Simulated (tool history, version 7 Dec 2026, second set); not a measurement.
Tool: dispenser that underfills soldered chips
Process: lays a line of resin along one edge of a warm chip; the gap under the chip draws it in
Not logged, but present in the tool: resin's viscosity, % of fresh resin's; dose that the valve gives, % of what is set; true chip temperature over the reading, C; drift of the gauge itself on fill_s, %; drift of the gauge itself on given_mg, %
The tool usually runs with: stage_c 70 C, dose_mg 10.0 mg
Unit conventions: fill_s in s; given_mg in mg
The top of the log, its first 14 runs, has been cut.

| run | hour | stage_c | dose_mg | hours of work since the syringe was changed | hours of work since the valve was cleaned | hours of work since the stage was calibrated | fill_s | given_mg |
|---|---|---|---|---|---|---|---|---|
| 15 | 68.2 | 70 | 13.0 | 5 | 22 | 155 | 217.4 | 12.79 |
|  | 70.3 | new syringe of resin |
| 16 | 71.4 | 70 | 13.0 | 1 | 24 | 157 | 165.0 | 12.80 |
| 17 | 77.4 | 70 | 13.0 | 5 | 28 | 161 | 218.2 | 12.78 |
|  | 79.5 | new syringe of resin |
| 18 | 81.9 | 70 | 13.0 | 2 | 31 | 164 | 175.3 | 12.72 |
| 19 | 87.1 | 70 | 12.4 | 5 | 35 | 168 | 224.1 | 12.10 |
|  | 88.6 | new syringe of resin |
| 20 | 92.0 | 68 | 9.0 | 2 | 38 | 171 | 205.2 | 8.75 |
| 21 | 96.3 | 68 | 9.0 | 5 | 41 | 174 | 251.4 | 8.74 |
|  | 97.5 | new syringe of resin |
| 22 | 101.3 | 75 | 8.9 | 3 | 44 | 177 | 148.0 | 8.69 |
| 23 | 104.7 | 75 | 8.9 | 5 | 47 | 180 | 172.6 | 8.60 |
|  | 106.5 | new syringe of resin |
| 24 | 108.6 | 82 | 11.1 | 1 | 49 | 182 | 89.9 | 10.72 |
|  | 115.4 | new syringe of resin |
| 25 | 115.4 | 69 | 11.1 | 0 | 54 | 187 | 162.3 | 10.73 |
| 26 | 120.9 | 68 | 11.8 | 4 | 58 | 191 | 224.8 | 11.29 |
|  | 124.5 | new syringe of resin |
|  | 126.9 | dispensing valve cleaned and set on the balance |
| 27 | 128.2 | 85 | 10.3 | 2 | 1 | 195 | 79.9 | 10.31 |
|  | 134.3 | new syringe of resin |
| 28 | 134.6 | 85 | 10.3 | 0 | 5 | 199 | 70.2 | 10.33 |
| 29 | 138.4 | 57 | 9.1 | 3 | 8 | 202 | 388.2 | 9.07 |
| 30 | 142.0 | 75 | 8.9 | 5 | 10 | 205 | 173.2 | 8.86 |
|  | 143.2 | new syringe of resin |
| 31 | 146.1 | 75 | 8.9 | 2 | 13 | 207 | 134.7 | 8.84 |
| 32 | 149.1 | 75 | 8.9 | 4 | 15 | 209 | 155.2 | 8.80 |
|  | 152.3 | new syringe of resin |
| 33 | 154.2 | 72 | 12.5 | 1 | 19 | 213 | 150.9 | 12.36 |
| 34 | 157.0 | 58 | 8.7 | 3 | 21 | 215 | 382.1 | 8.60 |
|  | 161.6 | new syringe of resin |
| 35 | 162.0 | 58 | 8.7 | 0 | 24 | 218 | 312.0 | 8.59 |
| 36 | 166.1 | 58 | 8.7 | 3 | 27 | 221 | 381.5 | 8.58 |

Alternative continuations, all from the tool just after run 36; predict every row:
| A | 169.2 | 69 | 10.0 | 5 | 29 | 223 | ? | ? |
| B | 169.2 | 58 | 8.5 | 5 | 29 | 223 | ? | ? |
| C | 169.2 | 56 | 12.7 | 5 | 29 | 223 | ? | ? |
| D | 169.2 | 71 | 11.8 | 5 | 29 | 223 | ? | ? |

| run | fill_s | given_mg |
|---|---|---|
| A | 232.6 | 9.77 |
| B | 447.9 | 8.32 |
| C | 476.1 | 12.48 |
| D | 206.5 | 11.53 |
Stripped of hidden state, with their random variation kept, the same runs would have yielded:
| run | fill_s | given_mg |
|---|---|---|
| A | 172.3 | 9.96 |
| B | 332.5 | 8.48 |
| C | 355.0 | 12.73 |
| D | 153.0 | 11.75 |
